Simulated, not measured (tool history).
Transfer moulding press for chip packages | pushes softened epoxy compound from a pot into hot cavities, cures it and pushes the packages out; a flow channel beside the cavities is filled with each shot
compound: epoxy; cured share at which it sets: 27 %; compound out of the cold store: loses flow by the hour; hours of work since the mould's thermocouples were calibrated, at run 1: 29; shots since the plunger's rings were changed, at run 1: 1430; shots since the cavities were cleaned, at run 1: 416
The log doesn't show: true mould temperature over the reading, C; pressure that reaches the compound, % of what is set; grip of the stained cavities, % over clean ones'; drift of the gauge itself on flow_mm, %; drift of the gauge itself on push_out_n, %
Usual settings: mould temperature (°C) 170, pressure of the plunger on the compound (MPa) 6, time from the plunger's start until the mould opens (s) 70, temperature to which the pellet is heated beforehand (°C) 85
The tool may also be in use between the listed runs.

| run | hour | mould temperature (°C) | pressure of the plunger on the compound (MPa) | time from the plunger's start until the mould opens (s) | temperature to which the pellet is heated beforehand (°C) | hours of work since the mould's thermocouples were calibrated | shots since the plunger's rings were changed | shots since the cavities were cleaned | incoming compound's hours out of the cold store | length that the compound runs in the flow channel (mm) | greatest force on the pins that push the packages out (N) |
|---|---|---|---|---|---|---|---|---|---|---|---|
| 1 | 0 | 170 | 6 | 70 | 85 | 29 | 1430 | 416 | 47.7 | 742 | 749 |
|  | 38.7 | cavities cleaned with cleaning compound and waxed |
| 2 | 44.6 | 170 | 6 | 70 | 85 | 61 | 2169 | 101 | 29.2 | 786 | 1119 |
|  | 101.1 | cavities cleaned with cleaning compound and waxed |
| 3 | 101.1 | 170 | 6 | 70 | 85 | 102 | 3112 | 0 | 35.2 | 757 | 546 |
|  | 132.9 | cavities cleaned with cleaning compound and waxed, once more |
| 4 | 140.8 | 170 | 6 | 70 | 85 | 130 | 3766 | 135 | 27.6 | 761 | 626 |
|  | 184.7 | plunger's sealing rings changed |
|  | 199 | cavities cleaned with cleaning compound and waxed |
| 5 | 199.5 | 170 | 6 | 70 | 85 | 171 | 229 | 10 | 23.2 | 831 | 566 |
| 6 | 250.3 | 170 | 6 | 70 | 85 | 208 | 1099 | 880 | 14.6 | 871 | 935 |
|  | 260.7 | cavities cleaned with cleaning compound and waxed |
| 7 | 308.2 | 170 | 6 | 70 | 85 | 250 | 2065 | 813 | 42.8 | 738 | 850 |
|  | 325.5 | cavities cleaned with cleaning compound and waxed |
| 8 | 367.4 | 170 | 6 | 70 | 84 | 293 | 3054 | 718 | 26.6 | 795 | 905 |
|  | 389.7 | cavities cleaned with cleaning compound and waxed |
| 9 | 395 | 174 | 6 | 70 | 85 | 312 | 3503 | 92 | 21.2 | 777 | 505 |
| 10 | 446.2 | 174 | 6 | 70 | 85 | 350 | 4380 | 969 | 12.3 | 814 | 777 |
|  | 454.1 | plunger's sealing rings changed |
|  | 455.6 | cavities cleaned with cleaning compound and waxed |
| 11 | 476.3 | 174 | 6 | 70 | 85 | 370 | 356 | 356 | 15.3 | 863 | 661 |
|  | 516.5 | cavities cleaned with cleaning compound and waxed |
| 12 | 525.2 | 170 | 6 | 70 | 85 | 405 | 1167 | 147 | 34.2 | 793 | 640 |
|  | 578.1 | cavities cleaned with cleaning compound and waxed |
| 13 | 578.1 | 170 | 6 | 70 | 85 | 443 | 2050 | 0 | 23.2 | 828 | 530 |
| 14 | 617.3 | 170 | 6 | 70 | 85 | 472 | 2722 | 672 | 41.9 | 751 | 832 |
|  | 641.2 | cavities cleaned with cleaning compound and waxed |
| 15 | 677.6 | 170 | 4.79 | 70 | 83 | 516 | 3729 | 624 | 8.7 | 762 | 923 |
|  | 705.7 | cavities cleaned with cleaning compound and waxed |
| 16 | 711.2 | 170 | 4.71 | 70 | 92 | 539 | 4280 | 95 | 11.8 | 740 | 598 |
|  | 726.1 | mould's thermocouples calibrated |
|  | 728.6 | plunger's sealing rings changed |
| 17 | 749.4 | 173 | 6 | 70 | 85 | 15 | 357 | 673 | 10.9 | 889 | 733 |
|  | 774.6 | cavities cleaned with cleaning compound and waxed |
| 18 | 812.7 | 176 | 5.59 | 96 | 81 | 61 | 1415 | 653 | 14.9 | 817 | 585 |
|  | 838 | cavities cleaned with cleaning compound and waxed |
| 19 | 841.3 | 176 | 5.46 | 70 | 85 | 81 | 1880 | 57 | 24.4 | 767 | 442 |
|  | 898.8 | cavities cleaned with cleaning compound and waxed |
| 20 | 898.8 | 176 | 5.46 | 70 | 92 | 123 | 2840 | 0 | 17 | 775 | 431 |
| 21 | 947.8 | 164 | 4.56 | 70 | 81 | 159 | 3681 | 841 | 8.7 | 749 | 1495 |
|  | 960.9 | cavities cleaned with cleaning compound and waxed |
|  | 998 | plunger's sealing rings changed |
| 22 | 1008.9 | 178 | 6 | 73 | 85 | 202 | 188 | 781 | 18 | 842 | 669 |
|  | 1025.3 | cavities cleaned with cleaning compound and waxed |
| 23 | 1037.5 | 164 | 5.54 | 96 | 92 | 222 | 653 | 210 | 45.5 | 731 | 569 |
| 24 | 1079.4 | 170 | 5.68 | 83 | 81 | 253 | 1371 | 928 | 43.2 | 727 | 701 |
|  | 1089.4 | cavities cleaned with cleaning compound and waxed |
| 25 | 1141.2 | 170 | 5.68 | 83 | 81 | 298 | 2404 | 888 | 21.9 | 783 | 747 |
|  | 1152.2 | cavities cleaned with cleaning compound and waxed |
| 26 | 1179.3 | 170 | 6 | 51 | 85 | 325 | 3032 | 466 | 15.2 | 816 | 1964 |
| 27 | 1208.8 | 176 | 4.87 | 70 | 88 | 347 | 3538 | 972 | 27.6 | 677 | 717 |

Some steps in length that the compound runs in the flow channel (mm) between neighbouring runs. How much of each would the tool show without its hidden state too (settings, what came in, random variation), and how much is left for the hidden state, with any gauge scatter that isn't in both results?
Run 4 -> 5: plunger's sealing rings changed, cavities cleaned with cleaning compound and waxed. length that the compound runs in the flow channel (mm) +70: hidden state +62, all else +8.
Run 10 -> 11: plunger's sealing rings changed, cavities cleaned with cleaning compound and waxed. length that the compound runs in the flow channel (mm) +49: hidden state +75, all else -26.
Run 16 -> 17: mould temperature (°C) 170 -> 173, pressure of the plunger on the compound (MPa) 4.71 -> 6, temperature to which the pellet is heated beforehand (°C) 92 -> 85, mould's thermocouples calibrated, plunger's sealing rings changed. length that the compound runs in the flow channel (mm) +149: hidden state +56, all else +93.
Run 26 -> 27: mould temperature (°C) 170 -> 176, pressure of the plunger on the compound (MPa) 6 -> 4.87, time from the plunger's start until the mould opens (s) 51 -> 70, temperature to which the pellet is heated beforehand (°C) 85 -> 88. length that the compound runs in the flow channel (mm) -139: hidden state +2, all else -141.
